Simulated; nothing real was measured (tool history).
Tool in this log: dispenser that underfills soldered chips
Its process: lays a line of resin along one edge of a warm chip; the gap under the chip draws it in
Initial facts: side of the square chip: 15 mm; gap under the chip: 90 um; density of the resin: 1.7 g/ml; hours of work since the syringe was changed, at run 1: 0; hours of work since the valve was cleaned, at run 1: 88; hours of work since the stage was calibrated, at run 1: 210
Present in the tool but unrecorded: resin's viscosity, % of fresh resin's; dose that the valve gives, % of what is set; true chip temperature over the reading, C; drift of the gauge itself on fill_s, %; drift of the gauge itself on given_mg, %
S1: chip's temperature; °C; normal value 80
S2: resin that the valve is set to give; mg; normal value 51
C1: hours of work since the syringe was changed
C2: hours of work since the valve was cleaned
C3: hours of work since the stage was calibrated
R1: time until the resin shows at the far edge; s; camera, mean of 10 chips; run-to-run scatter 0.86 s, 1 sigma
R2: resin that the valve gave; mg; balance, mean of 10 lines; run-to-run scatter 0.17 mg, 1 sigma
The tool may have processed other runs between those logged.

| run | hour | S1 | S2 | C1 | C2 | C3 | R1 | R2 |
|---|---|---|---|---|---|---|---|---|
| 1 | 0 | 80 | 51 | 0 | 88 | 210 | 78.2 | 47.73 |
|  | 7.7 | new syringe of resin |
| 2 | 8.5 | 80 | 51 | 1 | 94 | 217 | 82.2 | 47.28 |
|  | 15.7 | new syringe of resin |
| 3 | 16.5 | 80 | 51 | 1 | 100 | 223 | 79.7 | 47.31 |
|  | 23.6 | new syringe of resin |
| 4 | 25 | 80 | 43.6 | 1 | 107 | 229 | 87.1 | 39.92 |
| 5 | 29.9 | 89 | 43.6 | 5 | 111 | 233 | 67.2 | 39.99 |
|  | 31.4 | new syringe of resin |
|  | 34.1 | dispensing valve cleaned and set on the balance |
| 6 | 34.8 | 80 | 53.1 | 2 | 1 | 236 | 82.5 | 52.95 |
|  | 40.3 | new syringe of resin |
| 7 | 41.9 | 80 | 51 | 1 | 6 | 241 | 78.7 | 50.73 |
| 8 | 45.7 | 80 | 44.9 | 4 | 9 | 244 | 91.4 | 44.77 |
|  | 48 | new syringe of resin |
| 9 | 51.7 | 80 | 53.7 | 3 | 13 | 249 | 85.1 | 53.32 |
|  | 56 | new syringe of resin |
| 10 | 56 | 80 | 53.7 | 0 | 16 | 252 | 74.3 | 53.09 |
| 11 | 60.5 | 80 | 53.7 | 3 | 20 | 255 | 84.9 | 52.33 |
|  | 63.8 | new syringe of resin |
| 12 | 67.3 | 80 | 51 | 3 | 25 | 260 | 85.1 | 49.9 |
|  | 71.6 | new syringe of resin |
| 13 | 72.2 | 95 | 61.7 | 0 | 29 | 264 | 41 | 60.18 |
| 14 | 77.7 | 70 | 43.8 | 5 | 33 | 268 | 144.7 | 42.43 |
|  | 79.5 | new syringe of resin |
| 15 | 84.6 | 70 | 66 | 4 | 38 | 273 | 132.8 | 64.28 |
|  | 87.3 | new syringe of resin |
| 16 | 93.4 | 66 | 65 | 5 | 44 | 280 | 162.1 | 62.78 |
|  | 95.4 | new syringe of resin |
| 17 | 100.8 | 92 | 45.2 | 4 | 50 | 285 | 57 | 43.4 |
|  | 103.5 | new syringe of resin |
| 18 | 108.9 | 70 | 46.9 | 4 | 56 | 291 | 139.2 | 45.06 |
|  | 111.6 | new syringe of resin |
| 19 | 115.6 | 70 | 46.9 | 3 | 61 | 296 | 134.6 | 44.66 |
|  | 119.4 | new syringe of resin |
| 20 | 122 | 70 | 52.9 | 2 | 66 | 301 | 126.1 | 50.04 |
| 21 | 126.2 | 85 | 46.7 | 5 | 69 | 304 | 76.4 | 44.27 |
|  | 127.5 | new syringe of resin |
| 22 | 132.1 | 87 | 46.7 | 4 | 73 | 309 | 67.3 | 44.11 |
|  | 135.5 | new syringe of resin |
| 23 | 136.6 | 67 | 61.3 | 1 | 77 | 312 | 136.9 | 57.86 |

Hidden condition of the tool, last listed run before each entry between runs versus first listed run after:
Runs 1 to 2: new syringe of resin (hour 7.7)
  resin's viscosity, % of fresh resin's: 100.8 -> 101.8; dose that the valve gives, % of what is set: 93.43 -> 92.95; true chip temperature over the reading, C: 0.94 -> 0.98
  difference, measured minus the result without the unlogged condition, R1: -1.5 -> -0.8 s; R2: -3.35 -> -3.59 mg
Runs 2 to 3: new syringe of resin (hour 15.7)
  resin's viscosity, % of fresh resin's: 101.8 -> 102; dose that the valve gives, % of what is set: 92.95 -> 92.53; true chip temperature over the reading, C: 0.98 -> 1.02
  difference, measured minus the result without the unlogged condition, R1: -0.8 -> -0.7 s; R2: -3.59 -> -3.81 mg
Runs 3 to 4: new syringe of resin (hour 23.6)
  resin's viscosity, % of fresh resin's: 102 -> 104.7; dose that the valve gives, % of what is set: 92.53 -> 92.13; true chip temperature over the reading, C: 1.02 -> 1.06
  difference, measured minus the result without the unlogged condition, R1: -0.7 -> +2.7 s; R2: -3.81 -> -3.42 mg
Runs 5 to 6: new syringe of resin (hour 31.4); dispensing valve cleaned and set on the balance (hour 34.1)
  resin's viscosity, % of fresh resin's: 119.3 -> 107; dose that the valve gives, % of what is set: 91.87 -> 99.7; true chip temperature over the reading, C: 1.09 -> 1.11
  difference, measured minus the result without the unlogged condition, R1: +10.2 -> +1.7 s; R2: -3.53 -> -0.16 mg
Runs 6 to 7: new syringe of resin (hour 40.3)
  resin's viscosity, % of fresh resin's: 107 -> 104.3; dose that the valve gives, % of what is set: 99.7 -> 99.34; true chip temperature over the reading, C: 1.11 -> 1.14
  difference, measured minus the result without the unlogged condition, R1: +1.7 -> -0.5 s; R2: -0.16 -> -0.34 mg
Runs 8 to 9: new syringe of resin (hour 48)
  resin's viscosity, % of fresh resin's: 115.7 -> 113.2; dose that the valve gives, % of what is set: 99.11 -> 98.79; true chip temperature over the reading, C: 1.16 -> 1.19
  difference, measured minus the result without the unlogged condition, R1: +8.7 -> +6.2 s; R2: -0.4 -> -0.66 mg
Runs 9 to 10: new syringe of resin (hour 56)
  resin's viscosity, % of fresh resin's: 113.2 -> 98.3; dose that the valve gives, % of what is set: 98.79 -> 98.57; true chip temperature over the reading, C: 1.19 -> 1.21
  difference, measured minus the result without the unlogged condition, R1: +6.2 -> -5.2 s; R2: -0.66 -> -0.77 mg
Runs 11 to 12: new syringe of resin (hour 63.8)
  resin's viscosity, % of fresh resin's: 110.8 -> 110.9; dose that the valve gives, % of what is set: 98.33 -> 98; true chip temperature over the reading, C: 1.23 -> 1.26
  difference, measured minus the result without the unlogged condition, R1: +4.3 -> +4.5 s; R2: -0.89 -> -1.01 mg
Runs 12 to 13: new syringe of resin (hour 71.6)
  resin's viscosity, % of fresh resin's: 110.9 -> 100.5; dose that the valve gives, % of what is set: 98 -> 97.73; true chip temperature over the reading, C: 1.26 -> 1.28
  difference, measured minus the result without the unlogged condition, R1: +4.5 -> -1.8 s; R2: -1.01 -> -1.4 mg
Runs 14 to 15: new syringe of resin (hour 79.5)
  resin's viscosity, % of fresh resin's: 116.3 -> 115.5; dose that the valve gives, % of what is set: 97.41 -> 97.04; true chip temperature over the reading, C: 1.31 -> 1.35
  difference, measured minus the result without the unlogged condition, R1: +13.8 -> +10.7 s; R2: -1.13 -> -1.96 mg
Runs 15 to 16: new syringe of resin (hour 87.3)
  resin's viscosity, % of fresh resin's: 115.5 -> 115.8; dose that the valve gives, % of what is set: 97.04 -> 96.58; true chip temperature over the reading, C: 1.35 -> 1.38
  difference, measured minus the result without the unlogged condition, R1: +10.7 -> +13 s; R2: -1.96 -> -2.23 mg
Runs 16 to 17: new syringe of resin (hour 95.4)
  resin's viscosity, % of fresh resin's: 115.8 -> 117; dose that the valve gives, % of what is set: 96.58 -> 96.21; true chip temperature over the reading, C: 1.38 -> 1.42
  difference, measured minus the result without the unlogged condition, R1: +13 -> +6 s; R2: -2.23 -> -1.71 mg
Runs 17 to 18: new syringe of resin (hour 103.5)
  resin's viscosity, % of fresh resin's: 117 -> 116.8; dose that the valve gives, % of what is set: 96.21 -> 95.79; true chip temperature over the reading, C: 1.42 -> 1.46
  difference, measured minus the result without the unlogged condition, R1: +6 -> +13.3 s; R2: -1.71 -> -1.99 mg
Runs 18 to 19: new syringe of resin (hour 111.6)
  resin's viscosity, % of fresh resin's: 116.8 -> 111.2; dose that the valve gives, % of what is set: 95.79 -> 95.44; true chip temperature over the reading, C: 1.46 -> 1.49
  difference, measured minus the result without the unlogged condition, R1: +13.3 -> +6.7 s; R2: -1.99 -> -2.14 mg
Runs 19 to 20: new syringe of resin (hour 119.4)
  resin's viscosity, % of fresh resin's: 111.2 -> 108.9; dose that the valve gives, % of what is set: 95.44 -> 95.11; true chip temperature over the reading, C: 1.49 -> 1.51
  difference, measured minus the result without the unlogged condition, R1: +6.7 -> +3 s; R2: -2.14 -> -2.58 mg
Runs 21 to 22: new syringe of resin (hour 127.5)
  resin's viscosity, % of fresh resin's: 122 -> 113.5; dose that the valve gives, % of what is set: 94.86 -> 94.55; true chip temperature over the reading, C: 1.53 -> 1.56
  difference, measured minus the result without the unlogged condition, R1: +10.7 -> +5 s; R2: -2.39 -> -2.54 mg
Runs 22 to 23: new syringe of resin (hour 135.5)
  resin's viscosity, % of fresh resin's: 113.5 -> 103.7; dose that the valve gives, % of what is set: 94.55 -> 94.33; true chip temperature over the reading, C: 1.56 -> 1.58
  difference, measured minus the result without the unlogged condition, R1: +5 -> -4.5 s; R2: -2.54 -> -3.48 mg

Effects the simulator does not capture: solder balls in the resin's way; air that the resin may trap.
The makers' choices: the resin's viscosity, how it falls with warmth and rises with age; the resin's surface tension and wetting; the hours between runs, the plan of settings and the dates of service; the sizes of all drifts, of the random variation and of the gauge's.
